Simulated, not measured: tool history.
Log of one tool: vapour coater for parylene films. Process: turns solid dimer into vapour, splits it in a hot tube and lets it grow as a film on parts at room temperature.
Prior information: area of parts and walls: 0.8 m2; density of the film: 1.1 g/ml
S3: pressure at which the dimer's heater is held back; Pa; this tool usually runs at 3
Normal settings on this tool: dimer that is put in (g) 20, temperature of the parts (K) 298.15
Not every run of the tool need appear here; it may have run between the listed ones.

Run 1, hour 0: usual settings. Result: thickness of the film (um) 15.36.
Run 2, hour 65: usual settings. Result: thickness of the film (um) 15.22.
Run 3, hour 125.9: usual settings but dimer that is put in (g) 10. Result: thickness of the film (um) 7.55.
Run 4, hour 175.8: usual settings. Result: thickness of the film (um) 14.81.
Run 5, hour 220: usual settings. Result: thickness of the film (um) 14.8.
Run 6, hour 275.1: usual settings. Result: thickness of the film (um) 14.58.
Run 7, hour 326.2: usual settings. Result: thickness of the film (um) 14.41.
Run 8, hour 391.3: usual settings but dimer that is put in (g) 30, temperature of the parts (K) 293.15, S3 10.58 Pa. Result: thickness of the film (um) 25.15.
Run 9, hour 443.9: usual settings but temperature of the parts (K) 303.15, S3 2.14 Pa. Result: thickness of the film (um) 11.34.
Run 10, hour 512.7: usual settings but S3 6.05 Pa. Result: thickness of the film (um) 13.34.
Run 11, hour 572.1: usual settings but S3 6.05 Pa. Result: thickness of the film (um) 13.26.
Run 12, hour 635.3: usual settings but dimer that is put in (g) 28, temperature of the parts (K) 306.15, S3 6.98 Pa. Result: thickness of the film (um) 12.66.
At hour 645.7: trap's valve overhauled.
Run 13, hour 691.4: usual settings but dimer that is put in (g) 9, S3 9.97 Pa. Result: thickness of the film (um) 6.65.
Run 14, hour 729.2: usual settings but S3 5.63 Pa. Result: thickness of the film (um) 15.21.

Forecast each of these 3 alternatives for the next run:
Run A, hour 766: usual settings but dimer that is put in (g) 34, temperature of the parts (K) 307.15, S3 4.12 Pa. Result: thickness of the film (um) ?.
Run B, hour 766: usual settings but temperature of the parts (K) 306.15, S3 2.68 Pa. Result: thickness of the film (um) ?.
Run C, hour 766: usual settings but S3 9 Pa. Result: thickness of the film (um) ?.

run  thickness of the film (um)
  A                       17.23
  B                       10.96
  C                       14.65
The same runs, with their run-to-run variation unchanged, on a tool lacking any hidden condition would have given:
run  thickness of the film (um)
  A                       17.51
  B                       11.13
  C                       14.88

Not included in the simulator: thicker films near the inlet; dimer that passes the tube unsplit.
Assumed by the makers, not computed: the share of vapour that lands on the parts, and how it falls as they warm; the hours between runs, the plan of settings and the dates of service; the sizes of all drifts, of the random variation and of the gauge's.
